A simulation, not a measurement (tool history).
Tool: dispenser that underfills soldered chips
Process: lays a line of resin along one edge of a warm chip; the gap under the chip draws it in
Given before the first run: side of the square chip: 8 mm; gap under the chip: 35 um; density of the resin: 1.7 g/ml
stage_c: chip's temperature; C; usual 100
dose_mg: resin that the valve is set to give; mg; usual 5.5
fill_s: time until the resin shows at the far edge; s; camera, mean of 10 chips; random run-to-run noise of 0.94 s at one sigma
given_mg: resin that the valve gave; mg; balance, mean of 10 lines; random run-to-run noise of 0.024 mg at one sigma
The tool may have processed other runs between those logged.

run    day  stage_c  dose_mg  fill_s  given_mg
  1      0      100      5.5   114.9       5.3
  2  0.154      100      5.5   150.8      5.31
      0.25  -- new syringe of resin
  3  0.342      100      5.5   113.1      5.29
  4  0.525      100      5.5   155.5      5.27
     0.629  -- new syringe of resin
  5  0.721      100      5.5   111.4      5.22
     0.992  -- dispensing valve cleaned and set on the balance
  6  0.992      100      5.5   160.1      5.49
     1.046  -- new syringe of resin
  7  1.167      100      5.5   114.9      5.49
  8    1.3      100      5.5   142.4      5.46
     1.408  -- new syringe of resin
  9  1.467       91      5.5     158      5.48
 10  1.604       91      5.5   200.2      5.47
 11  1.738       91      5.5   251.8      5.46
     1.775  -- new syringe of resin
 12  1.879      100      5.5   111.2      5.42
 13  2.038      100      5.5   144.3      5.47
     2.142  -- new syringe of resin
 14  2.188      100      5.5   101.9      5.42
 15  2.321       89      5.5   218.5      5.43
       2.5  -- new syringe of resin
 16  2.579       89      5.5   179.8      5.42
 17  2.704       89      5.5   227.1      5.36
     2.867  -- new syringe of resin
 18  2.908       89      5.5     170      5.36
 19  3.054       97      5.5   149.5      5.37
     3.229  -- new syringe of resin
 20  3.267      101     5.87    93.6      5.72
 21    3.4      103     6.39   104.8      6.24
     3.592  -- new syringe of resin
 22  3.592      104     6.65    77.6      6.47
 23  3.742      103     5.53   105.9      5.38
     3.954  -- new syringe of resin
 24  3.988      103     5.62    88.5      5.48
 25    4.1      100     4.93   127.3      4.72
     4.325  -- new syringe of resin
 26  4.358       92     5.97   147.6      5.75
 27  4.571       87     6.01   266.4      5.74
     4.704  -- new syringe of resin
 28  4.767       95     5.13   137.3      4.95
 29  4.883       99     5.41   134.5      5.18
     5.079  -- new syringe of resin
 30  5.117       91     5.01     158      4.81
 31  5.225      113     6.64    67.3      6.34
 32  5.338       86     5.29     290      5.03
     5.442  -- new syringe of resin
     5.533  -- dispensing valve cleaned and set on the balance
 33  5.638      100     5.31     126      5.33
 34  5.812       93     7.16     224       7.1
     5.846  -- new syringe of resin
 35  6.004      106     5.96    93.7       5.9

3 ways to go on from here, each from the tool as it stands after run 35. What would each give?
  A  6.129      106     6.19       ?         ?
  B  6.129       89     5.44       ?         ?
  C  6.129      104     5.89       ?         ?

run  fill_s  given_mg
  A   115.8      6.21
  B   263.1      5.38
  C   123.6      5.86
Stripped of hidden state, with their random variation kept, the same runs would have yielded:
run  fill_s  given_mg
  A    66.7      6.25
  B   150.4      5.42
  C    70.9       5.9
